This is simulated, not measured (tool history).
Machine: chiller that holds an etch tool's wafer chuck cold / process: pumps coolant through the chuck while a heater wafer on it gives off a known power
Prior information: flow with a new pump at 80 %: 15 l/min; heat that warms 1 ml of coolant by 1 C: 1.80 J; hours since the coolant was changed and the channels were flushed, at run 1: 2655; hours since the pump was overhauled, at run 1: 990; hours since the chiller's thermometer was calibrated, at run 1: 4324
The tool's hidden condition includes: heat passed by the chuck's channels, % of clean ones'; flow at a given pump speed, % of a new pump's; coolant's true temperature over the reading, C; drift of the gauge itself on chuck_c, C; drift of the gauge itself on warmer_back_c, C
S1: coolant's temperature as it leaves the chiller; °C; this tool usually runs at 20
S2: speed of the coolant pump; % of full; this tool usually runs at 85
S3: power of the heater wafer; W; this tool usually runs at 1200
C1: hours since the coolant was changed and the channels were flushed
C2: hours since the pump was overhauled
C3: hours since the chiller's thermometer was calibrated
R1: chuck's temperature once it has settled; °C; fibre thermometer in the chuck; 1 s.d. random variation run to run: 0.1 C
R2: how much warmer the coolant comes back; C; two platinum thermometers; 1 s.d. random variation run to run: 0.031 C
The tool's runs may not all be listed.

run 1 hour=0 | S1=20 S2=85 S3=1200 | C1=2655 C2=990 C3=4324 | R1=27.2 R2=2.48
run 2 hour=31.3 | S1=12 S2=85 S3=1200 | C1=2686 C2=1021 C3=4356 | R1=19.3 R2=2.55
run 3 hour=62.5 | S1=12 S2=85 S3=1200 | C1=2717 C2=1053 C3=4387 | R1=19.4 R2=2.58
run 4 hour=90.8 | S1=12 S2=85 S3=1200 | C1=2746 C2=1081 C3=4415 | R1=19.4 R2=2.51
run 5 hour=121 | S1=20 S2=85 S3=1200 | C1=2776 C2=1111 C3=4445 | R1=27.5 R2=2.56
run 6 hour=138.4 | S1=20 S2=85 S3=1200 | C1=2793 C2=1128 C3=4463 | R1=27.4 R2=2.56
run 7 hour=168.7 | S1=20 S2=70 S3=1200 | C1=2823 C2=1159 C3=4493 | R1=28.9 R2=3.15
run 8 hour=185.5 | S1=20 S2=70 S3=1200 | C1=2840 C2=1176 C3=4510 | R1=28.8 R2=3.17
run 9 hour=201.6 | S1=20 S2=70 S3=1200 | C1=2856 C2=1192 C3=4526 | R1=28.9 R2=3.17
run 10 hour=234.4 | S1=20 S2=70 S3=1200 | C1=2889 C2=1224 C3=4559 | R1=28.9 R2=3.16
run 11 hour=261.9 | S1=20 S2=70 S3=1200 | C1=2917 C2=1252 C3=4586 | R1=28.6 R2=3.21
run 12 hour=289.3 | S1=20 S2=70 S3=1200 | C1=2944 C2=1279 C3=4614 | R1=28.9 R2=3.21
run 13 hour=314 | S1=20 S2=70 S3=1200 | C1=2969 C2=1304 C3=4638 | R1=28.7 R2=3.2
run 14 hour=330.8 | S1=20 S2=70 S3=1200 | C1=2986 C2=1321 C3=4655 | R1=28.9 R2=3.21
run 15 hour=358.3 | S1=20 S2=70 S3=1200 | C1=3013 C2=1348 C3=4683 | R1=28.8 R2=3.25
run 16 hour=371.8 | S1=20 S2=70 S3=1200 | C1=3027 C2=1362 C3=4696 | R1=28.8 R2=3.26
run 17 hour=404.2 | S1=23 S2=70 S3=1015 | C1=3059 C2=1394 C3=4729 | R1=30.4 R2=2.77
run 18 hour=432.2 | S1=23 S2=70 S3=1015 | C1=3087 C2=1422 C3=4757 | R1=30.6 R2=2.8
run 19 hour=449.1 | S1=23 S2=70 S3=1015 | C1=3104 C2=1439 C3=4773 | R1=30.5 R2=2.81
run 20 hour=479.7 | S1=23 S2=70 S3=1015 | C1=3134 C2=1470 C3=4804 | R1=30.3 R2=2.82
run 21 hour=496.3 | S1=20 S2=85 S3=1636 | C1=3151 C2=1486 C3=4821 | R1=30 R2=3.67
run 22 hour=521.9 | S1=20 S2=85 S3=1636 | C1=3177 C2=1512 C3=4846 | R1=30.1 R2=3.64
run 23 hour=537.5 | S1=22 S2=70 S3=815 | C1=3192 C2=1528 C3=4862 | R1=28.1 R2=2.34
run 24 hour=566.4 | S1=21 S2=83 S3=1450 | C1=3221 C2=1556 C3=4891 | R1=30.1 R2=3.4
run 25 hour=597.1 | S1=10 S2=71 S3=1150 | C1=3252 C2=1587 C3=4921 | R1=18.3 R2=3.11
run 26 hour=627.9 | S1=13 S2=98 S3=1200 | C1=3283 C2=1618 C3=4952 | R1=19.6 R2=2.43
-- hour=649.8 gauge calibrated
run 27 hour=649.8 | S1=13 S2=98 S3=1200 | C1=3305 C2=1640 C3=4974 | R1=19.4 R2=2.19
run 28 hour=679.4 | S1=13 S2=98 S3=1200 | C1=3334 C2=1669 C3=5004 | R1=19.6 R2=2.2

Expected results for the next run?
run 29 hour=703.4 | S1=13 S2=98 S3=1200 | C1=3358 C2=1693 C3=5028 | R1=? R2=?

R1: 19.4 °C
R2: 2.09 C
With the hidden condition absent and the run-to-run variation left alone, this run would have shown R1 19.3 °C, R2 2.07 C.

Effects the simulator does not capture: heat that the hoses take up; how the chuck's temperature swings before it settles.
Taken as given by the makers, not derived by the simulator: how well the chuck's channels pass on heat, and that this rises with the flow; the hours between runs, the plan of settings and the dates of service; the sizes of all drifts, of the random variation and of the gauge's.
